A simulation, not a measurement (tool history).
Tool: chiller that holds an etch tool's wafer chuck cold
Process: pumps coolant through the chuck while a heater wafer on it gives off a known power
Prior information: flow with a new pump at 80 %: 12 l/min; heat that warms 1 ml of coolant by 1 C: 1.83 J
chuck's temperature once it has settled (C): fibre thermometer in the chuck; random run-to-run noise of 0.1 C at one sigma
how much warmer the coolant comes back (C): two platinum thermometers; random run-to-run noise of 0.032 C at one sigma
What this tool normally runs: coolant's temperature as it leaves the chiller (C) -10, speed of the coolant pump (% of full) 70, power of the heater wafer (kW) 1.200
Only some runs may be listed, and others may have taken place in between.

run	hour	coolant's temperature as it leaves the chiller (C)	speed of the coolant pump (% of full)	power of the heater wafer (kW)	chuck's temperature once it has settled (C)	how much warmer the coolant comes back (C)
1	0.0	-10	70	1.200	0.7	3.79
2	31.2	-10	70	1.200	0.6	3.85
3	74.1	-10	70	1.200	0.6	3.87
4	97.8	-10	70	1.200	0.7	3.81
5	136.8	-10	70	1.200	0.6	3.80
6	173.6	-10	70	1.200	0.7	3.78
7	197.9	-10	70	1.200	0.8	3.77
8	249.2	-10	70	1.097	-0.1	3.50
9	298.9	-17	70	1.200	-6.0	3.87
10	321.2	-17	70	1.200	-6.0	3.83
11	366.9	-17	70	1.200	-6.2	3.87
12	412.6	-10	70	1.200	0.7	3.90
13	437.3	-10	70	1.200	1.1	3.85
14	461.3	-10	70	1.200	1.0	3.90
15	511.5	-10	70	1.200	1.0	3.84
16	540.1	-10	70	1.200	1.1	3.88
17	586.7	-10	70	1.200	1.0	3.87
18	630.6	-10	70	1.200	1.0	3.93
# hour 639.9: coolant pump overhauled
19	681.8	-10	94	1.636	2.6	3.87
20	732.7	-8	70	1.354	4.6	4.45
21	763.7	-8	89	0.731	-1.9	1.81
22	787.4	-8	67	0.731	-0.8	2.49
23	814.5	-14	77	1.692	0.8	5.07
24	842.0	-1	92	0.689	4.8	1.74
25	884.5	-1	92	0.689	4.6	1.76
# hour 897.7: coolant pump overhauled, once more
26	925.0	-1	92	0.689	4.4	1.60
27	972.5	-10	70	1.442	3.1	4.51
28	995.6	-7	86	0.791	-0.3	2.04
29	1035.6	-15	70	0.845	-7.0	2.64
30	1083.4	-15	70	0.845	-6.9	2.62
31	1122.4	-10	70	1.580	4.5	4.95
32	1167.3	-10	80	1.200	0.2	3.33
33	1195.3	-12	76	0.881	-4.0	2.49

Below are 3 alternative next runs, each starting from the tool's condition after run 33. Predict each:
A	1217.3	-9	76	0.637	?	?
B	1217.3	-10	85	1.200	?	?
C	1217.3	-18	88	0.886	?	?

run	chuck's temperature once it has settled (C)	how much warmer the coolant comes back (C)
A	-3.0	1.82
B	0.0	3.07
C	-10.7	2.18
The same runs, with their run-to-run variation unchanged, on a tool lacking any hidden condition would have given:
run	chuck's temperature once it has settled (C)	how much warmer the coolant comes back (C)
A	-3.9	1.82
B	-1.2	3.07
C	-11.8	2.18
